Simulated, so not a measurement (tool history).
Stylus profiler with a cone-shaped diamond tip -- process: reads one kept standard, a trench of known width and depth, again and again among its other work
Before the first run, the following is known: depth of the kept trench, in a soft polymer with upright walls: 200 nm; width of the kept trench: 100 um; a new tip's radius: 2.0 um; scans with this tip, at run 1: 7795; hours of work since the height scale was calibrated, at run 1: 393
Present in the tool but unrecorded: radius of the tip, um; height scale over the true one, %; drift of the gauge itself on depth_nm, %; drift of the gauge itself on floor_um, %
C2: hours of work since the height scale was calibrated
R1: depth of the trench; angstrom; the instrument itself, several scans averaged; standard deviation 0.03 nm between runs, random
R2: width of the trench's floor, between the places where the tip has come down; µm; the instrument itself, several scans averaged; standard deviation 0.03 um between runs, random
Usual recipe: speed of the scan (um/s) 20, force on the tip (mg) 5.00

{"run": 1, "hour": 0.0, "speed of the scan (um/s)": 20, "force on the tip (mg)": 5.0, "scans with this tip": 7795, "C2": 393, "R1": 2044.4, "R2": 98.16}
{"run": 2, "hour": 53.5, "speed of the scan (um/s)": 20, "force on the tip (mg)": 5.0, "scans with this tip": 8015, "C2": 433, "R1": 2044.8, "R2": 98.22}
{"run": 3, "hour": 84.8, "speed of the scan (um/s)": 20, "force on the tip (mg)": 5.0, "scans with this tip": 8144, "C2": 456, "R1": 2044.5, "R2": 98.12}
{"run": 4, "hour": 135.2, "speed of the scan (um/s)": 20, "force on the tip (mg)": 5.0, "scans with this tip": 8352, "C2": 493, "R1": 2044.5, "R2": 98.16}
{"run": 5, "hour": 164.5, "speed of the scan (um/s)": 20, "force on the tip (mg)": 4.82, "scans with this tip": 8472, "C2": 515, "R1": 2043.7, "R2": 98.19}
{"run": 6, "hour": 192.3, "speed of the scan (um/s)": 57, "force on the tip (mg)": 10.44, "scans with this tip": 8586, "C2": 535, "R1": 2072.8, "R2": 98.1}
{"run": 7, "hour": 222.8, "speed of the scan (um/s)": 26, "force on the tip (mg)": 2.38, "scans with this tip": 8712, "C2": 558, "R1": 2027.6, "R2": 98.07}
{"run": 8, "hour": 255.2, "speed of the scan (um/s)": 7, "force on the tip (mg)": 9.38, "scans with this tip": 8845, "C2": 582, "R1": 2068.4, "R2": 98.22}
{"run": 9, "hour": 284.5, "speed of the scan (um/s)": 6, "force on the tip (mg)": 3.26, "scans with this tip": 8965, "C2": 604, "R1": 2033.2, "R2": 98.23}
{"run": 10, "hour": 323.4, "speed of the scan (um/s)": 56, "force on the tip (mg)": 3.12, "scans with this tip": 9125, "C2": 633, "R1": 2033.2, "R2": 97.95}

Alternative continuations, all from the tool just after run 10; predict every row:
{"run": "A", "hour": 363.6, "speed of the scan (um/s)": 14, "force on the tip (mg)": 5.0, "scans with this tip": 9291, "C2": 662, "R1": "?", "R2": "?"}
{"run": "B", "hour": 363.6, "speed of the scan (um/s)": 56, "force on the tip (mg)": 4.84, "scans with this tip": 9291, "C2": 662, "R1": "?", "R2": "?"}
{"run": "C", "hour": 363.6, "speed of the scan (um/s)": 6, "force on the tip (mg)": 8.61, "scans with this tip": 9291, "C2": 662, "R1": "?", "R2": "?"}
{"run": "D", "hour": 363.6, "speed of the scan (um/s)": 45, "force on the tip (mg)": 5.66, "scans with this tip": 9291, "C2": 662, "R1": "?", "R2": "?"}

run=A R1=2044.0 R2=98.21
run=B R1=2044.1 R2=98.00
run=C R1=2063.7 R2=98.20
run=D R1=2048.4 R2=98.13
Without the tool's hidden state the same runs would have given:
run=A R1=2044.0 R2=98.23
run=B R1=2044.1 R2=98.02
run=C R1=2063.7 R2=98.22
run=D R1=2048.4 R2=98.15
